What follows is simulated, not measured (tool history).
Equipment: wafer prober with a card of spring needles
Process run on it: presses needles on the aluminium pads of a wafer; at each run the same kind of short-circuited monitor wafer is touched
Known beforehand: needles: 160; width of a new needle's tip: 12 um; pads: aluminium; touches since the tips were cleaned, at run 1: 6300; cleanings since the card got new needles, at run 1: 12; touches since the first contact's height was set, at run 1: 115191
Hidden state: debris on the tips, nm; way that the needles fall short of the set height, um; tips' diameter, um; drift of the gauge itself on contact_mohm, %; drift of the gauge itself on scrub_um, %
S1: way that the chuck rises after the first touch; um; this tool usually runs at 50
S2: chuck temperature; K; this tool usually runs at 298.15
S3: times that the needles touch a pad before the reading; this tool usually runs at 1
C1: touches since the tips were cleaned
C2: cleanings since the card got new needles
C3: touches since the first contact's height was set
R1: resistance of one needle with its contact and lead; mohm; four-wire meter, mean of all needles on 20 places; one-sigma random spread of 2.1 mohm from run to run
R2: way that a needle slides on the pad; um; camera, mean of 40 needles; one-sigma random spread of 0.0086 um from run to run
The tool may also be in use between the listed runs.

| run | hour | S1 | S2 | S3 | C1 | C2 | C3 | R1 | R2 |
|---|---|---|---|---|---|---|---|---|---|
| 1 | 0.0 | 50 | 298.15 | 1 | 6300 | 12 | 115191 | 334 | 6.067 |
|  | 4.3 | tips cleaned on abrasive film |
| 2 | 5.5 | 50 | 298.15 | 1 | 421 | 13 | 117102 | 254 | 6.050 |
| 3 | 10.6 | 65 | 298.15 | 1 | 2205 | 13 | 118886 | 269 | 7.904 |
| 4 | 20.6 | 65 | 298.15 | 1 | 5739 | 13 | 122420 | 296 | 7.880 |
|  | 26.7 | tips cleaned on abrasive film |
| 5 | 32.6 | 65 | 298.15 | 1 | 2080 | 14 | 126612 | 273 | 7.905 |
| 6 | 40.1 | 33 | 298.15 | 1 | 4723 | 14 | 129255 | 429 | 3.935 |
|  | 49.2 | tips cleaned on abrasive film |
| 7 | 50.1 | 50 | 298.15 | 1 | 324 | 15 | 132763 | 249 | 6.039 |
| 8 | 60.8 | 50 | 298.15 | 1 | 4096 | 15 | 136535 | 315 | 6.036 |
|  | 71.6 | tips cleaned on abrasive film |
| 9 | 72.4 | 50 | 298.15 | 1 | 262 | 16 | 140567 | 248 | 6.026 |
|  | 73.5 | height of the first contact set anew |
| 10 | 79.1 | 50 | 298.15 | 2 | 2524 | 16 | 1957 | 277 | 5.991 |
| 11 | 85.0 | 50 | 298.15 | 1 | 4608 | 16 | 4041 | 322 | 5.993 |
| 12 | 93.7 | 50 | 298.15 | 1 | 7667 | 16 | 7100 | 339 | 6.006 |
|  | 94.9 | tips cleaned on abrasive film |
| 13 | 101.5 | 50 | 298.15 | 1 | 2326 | 17 | 9827 | 297 | 5.980 |
| 14 | 110.8 | 50 | 298.15 | 1 | 5591 | 17 | 13092 | 334 | 5.982 |
|  | 117.9 | tips cleaned on abrasive film |
| 15 | 120.5 | 50 | 298.15 | 1 | 918 | 18 | 16477 | 269 | 5.967 |
|  | 124.2 | height of the first contact set anew, once more |
| 16 | 129.7 | 50 | 298.15 | 3 | 4086 | 18 | 1963 | 262 | 6.186 |
|  | 140.4 | tips cleaned on abrasive film |
| 17 | 140.4 | 50 | 298.15 | 3 | 0 | 19 | 5684 | 229 | 6.157 |
| 18 | 151.7 | 47 | 302.15 | 3 | 3981 | 19 | 9665 | 260 | 5.789 |
| 19 | 161.6 | 55 | 390.15 | 2 | 7477 | 19 | 13161 | 298 | 6.782 |
|  | 162.6 | tips cleaned on abrasive film |
| 20 | 172.3 | 55 | 390.15 | 2 | 3418 | 20 | 16905 | 282 | 6.763 |
| 21 | 180.2 | 33 | 335.15 | 2 | 6210 | 20 | 19697 | 359 | 4.041 |
|  | 185.1 | tips cleaned on abrasive film |
| 22 | 187.1 | 33 | 335.15 | 2 | 714 | 21 | 22091 | 278 | 4.032 |
| 23 | 195.3 | 33 | 314.15 | 2 | 3606 | 21 | 24983 | 343 | 4.046 |
| 24 | 205.7 | 34 | 359.15 | 2 | 7249 | 21 | 28626 | 365 | 4.172 |
|  | 207.3 | tips cleaned on abrasive film |
| 25 | 214.8 | 64 | 300.15 | 1 | 2630 | 22 | 31796 | 271 | 7.845 |
| 26 | 225.4 | 38 | 370.15 | 1 | 6381 | 22 | 35547 | 401 | 4.646 |
|  | 229.9 | tips cleaned on abrasive film |
| 27 | 234.0 | 37 | 298.15 | 2 | 1442 | 23 | 38533 | 281 | 4.507 |
| 28 | 243.8 | 56 | 307.15 | 2 | 4902 | 23 | 41993 | 277 | 6.865 |
|  | 252.4 | tips cleaned on abrasive film |
| 29 | 253.3 | 50 | 302.15 | 1 | 326 | 24 | 45332 | 245 | 6.116 |
| 30 | 262.5 | 50 | 310.15 | 1 | 3566 | 24 | 48572 | 314 | 6.122 |
| 31 | 272.6 | 50 | 310.15 | 1 | 7120 | 24 | 52126 | 335 | 6.114 |
|  | 275.3 | tips cleaned on abrasive film |
| 32 | 284.9 | 50 | 310.15 | 1 | 3380 | 25 | 56431 | 317 | 6.116 |
| 33 | 291.5 | 38 | 323.15 | 2 | 5688 | 25 | 58739 | 336 | 4.630 |
| 34 | 296.9 | 50 | 381.15 | 2 | 7594 | 25 | 60645 | 304 | 6.102 |

What would each run have given without the hidden state, its run-to-run variation left as it was?
| run | R1 | R2 |
|---|---|---|
| 1 | 228 | 6.182 |
| 2 | 228 | 6.176 |
| 3 | 222 | 8.030 |
| 4 | 225 | 8.005 |
| 5 | 227 | 8.038 |
| 6 | 230 | 4.067 |
| 7 | 225 | 6.179 |
| 8 | 223 | 6.177 |
| 9 | 228 | 6.178 |
| 10 | 230 | 6.171 |
| 11 | 224 | 6.173 |
| 12 | 226 | 6.186 |
| 13 | 226 | 6.170 |
| 14 | 228 | 6.172 |
| 15 | 226 | 6.169 |
| 16 | 228 | 6.186 |
| 17 | 226 | 6.169 |
| 18 | 225 | 5.802 |
| 19 | 250 | 6.794 |
| 20 | 245 | 6.784 |
| 21 | 240 | 4.062 |
| 22 | 241 | 4.061 |
| 23 | 238 | 4.075 |
| 24 | 251 | 4.201 |
| 25 | 220 | 7.882 |
| 26 | 251 | 4.683 |
| 27 | 228 | 4.552 |
| 28 | 228 | 6.910 |
| 29 | 228 | 6.173 |
| 30 | 229 | 6.179 |
| 31 | 227 | 6.171 |
| 32 | 231 | 6.183 |
| 33 | 238 | 4.697 |
| 34 | 245 | 6.169 |

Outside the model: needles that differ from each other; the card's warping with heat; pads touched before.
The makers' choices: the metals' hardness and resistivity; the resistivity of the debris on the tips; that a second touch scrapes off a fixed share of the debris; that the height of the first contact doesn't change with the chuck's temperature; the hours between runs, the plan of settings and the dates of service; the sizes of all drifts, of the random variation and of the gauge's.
